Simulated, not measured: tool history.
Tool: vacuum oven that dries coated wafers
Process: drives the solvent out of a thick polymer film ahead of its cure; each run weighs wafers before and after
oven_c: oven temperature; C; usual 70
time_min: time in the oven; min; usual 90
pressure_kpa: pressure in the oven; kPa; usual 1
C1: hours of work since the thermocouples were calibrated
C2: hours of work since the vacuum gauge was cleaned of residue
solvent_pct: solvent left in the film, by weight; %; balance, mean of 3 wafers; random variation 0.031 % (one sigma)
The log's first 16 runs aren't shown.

{"run": 17, "hour": 456.3, "oven_c": 70, "time_min": 90, "pressure_kpa": 2.09, "C1": 187, "C2": 515, "solvent_pct": 4.13}
{"run": 18, "hour": 494.1, "oven_c": 70, "time_min": 68, "pressure_kpa": 1, "C1": 202, "C2": 531, "solvent_pct": 4.84}
{"run": 19, "hour": 512.4, "oven_c": 70, "time_min": 68, "pressure_kpa": 1, "C1": 210, "C2": 538, "solvent_pct": 4.75}
{"run": 20, "hour": 529.0, "oven_c": 70, "time_min": 68, "pressure_kpa": 1, "C1": 216, "C2": 545, "solvent_pct": 4.76}
{"hour": 533.4, "done": "oven's thermocouples calibrated"}
{"run": 21, "hour": 560.7, "oven_c": 70, "time_min": 90, "pressure_kpa": 1, "C1": 11, "C2": 557, "solvent_pct": 3.34}
{"run": 22, "hour": 582.5, "oven_c": 70, "time_min": 90, "pressure_kpa": 1, "C1": 20, "C2": 566, "solvent_pct": 3.34}
{"run": 23, "hour": 599.0, "oven_c": 70, "time_min": 90, "pressure_kpa": 1, "C1": 27, "C2": 573, "solvent_pct": 3.35}
{"hour": 628.0, "done": "oven's thermocouples calibrated, once more"}
{"run": 24, "hour": 631.3, "oven_c": 70, "time_min": 90, "pressure_kpa": 1, "C1": 1, "C2": 585, "solvent_pct": 3.19}
{"run": 25, "hour": 656.7, "oven_c": 70, "time_min": 90, "pressure_kpa": 1, "C1": 12, "C2": 596, "solvent_pct": 3.26}
{"run": 26, "hour": 693.7, "oven_c": 75, "time_min": 90, "pressure_kpa": 3.23, "C1": 27, "C2": 611, "solvent_pct": 3.35}
{"run": 27, "hour": 720.0, "oven_c": 75, "time_min": 90, "pressure_kpa": 3.23, "C1": 38, "C2": 622, "solvent_pct": 3.32}
{"run": 28, "hour": 748.4, "oven_c": 75, "time_min": 90, "pressure_kpa": 0.85, "C1": 49, "C2": 633, "solvent_pct": 1.76}
{"run": 29, "hour": 773.1, "oven_c": 70, "time_min": 141, "pressure_kpa": 1, "C1": 59, "C2": 643, "solvent_pct": 1.65}
{"run": 30, "hour": 789.3, "oven_c": 71, "time_min": 119, "pressure_kpa": 1.82, "C1": 66, "C2": 650, "solvent_pct": 2.59}
{"run": 31, "hour": 814.2, "oven_c": 71, "time_min": 119, "pressure_kpa": 1.82, "C1": 76, "C2": 660, "solvent_pct": 2.59}
{"run": 32, "hour": 830.0, "oven_c": 83, "time_min": 65, "pressure_kpa": 1, "C1": 83, "C2": 667, "solvent_pct": 1.34}
{"run": 33, "hour": 848.9, "oven_c": 83, "time_min": 65, "pressure_kpa": 1, "C1": 90, "C2": 674, "solvent_pct": 1.28}
{"run": 34, "hour": 880.8, "oven_c": 83, "time_min": 65, "pressure_kpa": 1, "C1": 103, "C2": 687, "solvent_pct": 1.31}
{"run": 35, "hour": 906.5, "oven_c": 83, "time_min": 65, "pressure_kpa": 1, "C1": 114, "C2": 698, "solvent_pct": 1.33}
{"run": 36, "hour": 926.8, "oven_c": 66, "time_min": 71, "pressure_kpa": 0.77, "C1": 122, "C2": 706, "solvent_pct": 5.91}
{"run": 37, "hour": 956.5, "oven_c": 66, "time_min": 71, "pressure_kpa": 0.77, "C1": 134, "C2": 718, "solvent_pct": 5.84}
{"run": 38, "hour": 984.3, "oven_c": 66, "time_min": 71, "pressure_kpa": 0.77, "C1": 146, "C2": 730, "solvent_pct": 5.92}
{"run": 39, "hour": 1018.2, "oven_c": 63, "time_min": 66, "pressure_kpa": 1.74, "C1": 160, "C2": 744, "solvent_pct": 8.48}
{"run": 40, "hour": 1052.7, "oven_c": 72, "time_min": 120, "pressure_kpa": 3.02, "C1": 174, "C2": 758, "solvent_pct": 3.29}

Forecast run 41:
{"run": 41, "hour": 1077.0, "oven_c": 79, "time_min": 90, "pressure_kpa": 3.13, "C1": 184, "C2": 768, "solvent_pct": "?"}

Run 41 gave solvent_pct 2.54 %.
Without the tool's hidden state the same run would have given solvent_pct 2.31 %.

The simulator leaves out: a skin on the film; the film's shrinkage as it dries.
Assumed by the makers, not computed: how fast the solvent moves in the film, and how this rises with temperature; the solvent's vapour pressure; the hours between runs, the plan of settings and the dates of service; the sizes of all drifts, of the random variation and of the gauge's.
